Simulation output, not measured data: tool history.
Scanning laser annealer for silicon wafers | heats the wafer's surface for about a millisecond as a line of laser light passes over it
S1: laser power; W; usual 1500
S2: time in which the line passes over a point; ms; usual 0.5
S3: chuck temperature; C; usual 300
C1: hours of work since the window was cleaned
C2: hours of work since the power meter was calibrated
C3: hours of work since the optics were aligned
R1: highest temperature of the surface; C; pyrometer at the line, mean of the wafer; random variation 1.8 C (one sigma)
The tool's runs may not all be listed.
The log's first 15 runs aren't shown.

{"hour": 282.6, "done": "laser's power meter calibrated"}
{"run": 16, "hour": 305.2, "S1": 1500, "S2": 0.5, "S3": 324, "C1": 797, "C2": 12, "C3": 1213, "R1": 994}
{"run": 17, "hour": 316.4, "S1": 1500, "S2": 0.5, "S3": 306, "C1": 803, "C2": 18, "C3": 1219, "R1": 973}
{"run": 18, "hour": 328.5, "S1": 1500, "S2": 0.5, "S3": 334, "C1": 809, "C2": 24, "C3": 1225, "R1": 1000}
{"run": 19, "hour": 342.0, "S1": 1500, "S2": 0.5, "S3": 334, "C1": 817, "C2": 31, "C3": 1232, "R1": 1004}
{"run": 20, "hour": 353.8, "S1": 1500, "S2": 0.5, "S3": 334, "C1": 823, "C2": 37, "C3": 1238, "R1": 999}
{"run": 21, "hour": 379.4, "S1": 1512, "S2": 0.443, "S3": 300, "C1": 836, "C2": 51, "C3": 1252, "R1": 935}
{"hour": 392.8, "done": "window over the wafer cleaned"}
{"hour": 399.6, "done": "laser's power meter calibrated, once more"}
{"run": 22, "hour": 399.6, "S1": 1370, "S2": 0.563, "S3": 300, "C1": 2, "C2": 0, "C3": 1260, "R1": 971}
{"run": 23, "hour": 418.5, "S1": 1597, "S2": 0.437, "S3": 308, "C1": 12, "C2": 10, "C3": 1270, "R1": 1000}
{"run": 24, "hour": 431.7, "S1": 1419, "S2": 0.515, "S3": 300, "C1": 19, "C2": 17, "C3": 1277, "R1": 965}
{"run": 25, "hour": 444.5, "S1": 1473, "S2": 0.431, "S3": 287, "C1": 25, "C2": 24, "C3": 1283, "R1": 919}
{"run": 26, "hour": 461.8, "S1": 1500, "S2": 0.431, "S3": 300, "C1": 35, "C2": 33, "C3": 1292, "R1": 941}
{"run": 27, "hour": 484.2, "S1": 1500, "S2": 0.431, "S3": 300, "C1": 46, "C2": 44, "C3": 1304, "R1": 945}
{"run": 28, "hour": 498.0, "S1": 1500, "S2": 0.364, "S3": 303, "C1": 54, "C2": 52, "C3": 1311, "R1": 893}
{"run": 29, "hour": 512.6, "S1": 1500, "S2": 0.362, "S3": 313, "C1": 61, "C2": 59, "C3": 1319, "R1": 903}
{"run": 30, "hour": 534.2, "S1": 1500, "S2": 0.362, "S3": 313, "C1": 72, "C2": 70, "C3": 1330, "R1": 904}
{"run": 31, "hour": 554.9, "S1": 1596, "S2": 0.362, "S3": 291, "C1": 83, "C2": 81, "C3": 1341, "R1": 917}
{"run": 32, "hour": 578.5, "S1": 1596, "S2": 0.451, "S3": 295, "C1": 96, "C2": 94, "C3": 1353, "R1": 996}
{"run": 33, "hour": 590.8, "S1": 1439, "S2": 0.5, "S3": 301, "C1": 102, "C2": 100, "C3": 1360, "R1": 963}
{"run": 34, "hour": 612.6, "S1": 1439, "S2": 0.5, "S3": 301, "C1": 113, "C2": 112, "C3": 1371, "R1": 963}
{"run": 35, "hour": 634.1, "S1": 1597, "S2": 0.496, "S3": 330, "C1": 125, "C2": 123, "C3": 1383, "R1": 1064}
{"run": 36, "hour": 652.6, "S1": 1620, "S2": 0.456, "S3": 263, "C1": 134, "C2": 132, "C3": 1392, "R1": 974}
{"run": 37, "hour": 674.2, "S1": 1277, "S2": 0.456, "S3": 307, "C1": 146, "C2": 144, "C3": 1403, "R1": 866}
{"run": 38, "hour": 693.5, "S1": 1631, "S2": 0.5, "S3": 300, "C1": 156, "C2": 154, "C3": 1414, "R1": 1051}
{"run": 39, "hour": 715.4, "S1": 1631, "S2": 0.5, "S3": 300, "C1": 167, "C2": 165, "C3": 1425, "R1": 1052}
{"run": 40, "hour": 740.5, "S1": 1524, "S2": 0.413, "S3": 334, "C1": 180, "C2": 178, "C3": 1438, "R1": 969}

3 ways to go on from here, each from the tool as it stands after run 40. What would each give?
{"run": "A", "hour": 761.6, "S1": 1451, "S2": 0.557, "S3": 288, "C1": 191, "C2": 189, "C3": 1449, "R1": "?"}
{"run": "B", "hour": 761.6, "S1": 1524, "S2": 0.552, "S3": 334, "C1": 191, "C2": 189, "C3": 1449, "R1": "?"}
{"run": "C", "hour": 761.6, "S1": 1524, "S2": 0.425, "S3": 334, "C1": 191, "C2": 189, "C3": 1449, "R1": "?"}

run=A R1=986
run=B R1=1071
run=C R1=981
Without the tool's hidden state the same runs would have given:
run=A R1=999
run=B R1=1085
run=C R1=993
